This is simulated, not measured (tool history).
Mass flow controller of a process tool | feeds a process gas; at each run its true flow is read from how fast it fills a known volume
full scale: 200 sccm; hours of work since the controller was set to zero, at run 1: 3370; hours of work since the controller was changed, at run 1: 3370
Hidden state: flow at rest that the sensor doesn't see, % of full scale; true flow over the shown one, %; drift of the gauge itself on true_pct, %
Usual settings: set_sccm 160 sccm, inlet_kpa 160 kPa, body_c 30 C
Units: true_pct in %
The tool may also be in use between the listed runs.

| run | hour | set_sccm | inlet_kpa | body_c | hours of work since the controller was set to zero | hours of work since the controller was changed | true_pct |
|---|---|---|---|---|---|---|---|
| 1 | 0 | 160 | 160 | 30 | 3370 | 3370 | 99.57 |
| 2 | 79.5 | 160 | 160 | 30 | 3420 | 3420 | 99.21 |
| 3 | 246.4 | 160 | 160 | 30 | 3524 | 3524 | 99.38 |
| 4 | 338.7 | 160 | 160 | 26 | 3582 | 3582 | 99.48 |
| 5 | 472.1 | 160 | 160 | 26 | 3665 | 3665 | 99.54 |
| 6 | 661.9 | 160 | 147 | 26 | 3783 | 3783 | 99.56 |
| 7 | 786 | 160 | 160 | 40 | 3861 | 3861 | 98.86 |
| 8 | 876.6 | 160 | 160 | 40 | 3917 | 3917 | 98.82 |
| 9 | 1013.2 | 160 | 160 | 40 | 4002 | 4002 | 98.66 |
| 10 | 1135.7 | 160 | 160 | 30 | 4079 | 4079 | 99.26 |
| 11 | 1274.2 | 160 | 160 | 30 | 4165 | 4165 | 99.19 |
| 12 | 1430.6 | 160 | 160 | 40 | 4263 | 4263 | 98.6 |
| 13 | 1605 | 160 | 160 | 30 | 4372 | 4372 | 99.02 |
| 14 | 1707.8 | 160 | 160 | 30 | 4436 | 4436 | 98.93 |
| 15 | 1866.3 | 96 | 160 | 30 | 4535 | 4535 | 98.11 |
| 16 | 2043.7 | 96 | 160 | 30 | 4646 | 4646 | 98.09 |
| 17 | 2238.7 | 190 | 220 | 30 | 4767 | 4767 | 98.87 |
| 18 | 2384.7 | 145 | 220 | 26 | 4858 | 4858 | 98.52 |
| 19 | 2535.9 | 145 | 220 | 26 | 4953 | 4953 | 98.43 |
| 20 | 2664.8 | 160 | 219 | 30 | 5033 | 5033 | 98.36 |
| 21 | 2749 | 160 | 237 | 35 | 5086 | 5086 | 98.09 |
| 22 | 2942.4 | 67 | 237 | 35 | 5207 | 5207 | 96.83 |
| 23 | 3100.8 | 160 | 160 | 33 | 5305 | 5305 | 98.47 |
| 24 | 3284.7 | 25 | 253 | 30 | 5420 | 5420 | 96.5 |
| 25 | 3366.5 | 25 | 253 | 27 | 5471 | 5471 | 96.63 |
| 26 | 3515.3 | 25 | 253 | 27 | 5564 | 5564 | 96.51 |
| 27 | 3623.7 | 59 | 160 | 39 | 5632 | 5632 | 96.76 |
| 28 | 3720.3 | 59 | 174 | 35 | 5692 | 5692 | 96.82 |
| 29 | 3814.4 | 24 | 160 | 28 | 5751 | 5751 | 96.75 |
| 30 | 3911.2 | 48 | 204 | 22 | 5811 | 5811 | 96.96 |
| 31 | 4004.8 | 151 | 160 | 30 | 5870 | 5870 | 98.25 |
| 32 | 4162.4 | 151 | 160 | 30 | 5968 | 5968 | 98.1 |

Forecast each of these 5 alternatives for the next run:
| A | 4329.4 | 72 | 160 | 30 | 6072 | 6072 | ? |
| B | 4329.4 | 151 | 160 | 23 | 6072 | 6072 | ? |
| C | 4329.4 | 22 | 196 | 30 | 6072 | 6072 | ? |
| D | 4329.4 | 151 | 160 | 38 | 6072 | 6072 | ? |
| E | 4329.4 | 160 | 160 | 38 | 6072 | 6072 | ? |

| run | true_pct |
|---|---|
| A | 97.16 |
| B | 98.35 |
| C | 96.26 |
| D | 97.68 |
| E | 97.76 |
Without the tool's hidden state the same runs would have given:
| run | true_pct |
|---|---|
| A | 98.39 |
| B | 99.61 |
| C | 97.46 |
| D | 98.93 |
| E | 99.01 |

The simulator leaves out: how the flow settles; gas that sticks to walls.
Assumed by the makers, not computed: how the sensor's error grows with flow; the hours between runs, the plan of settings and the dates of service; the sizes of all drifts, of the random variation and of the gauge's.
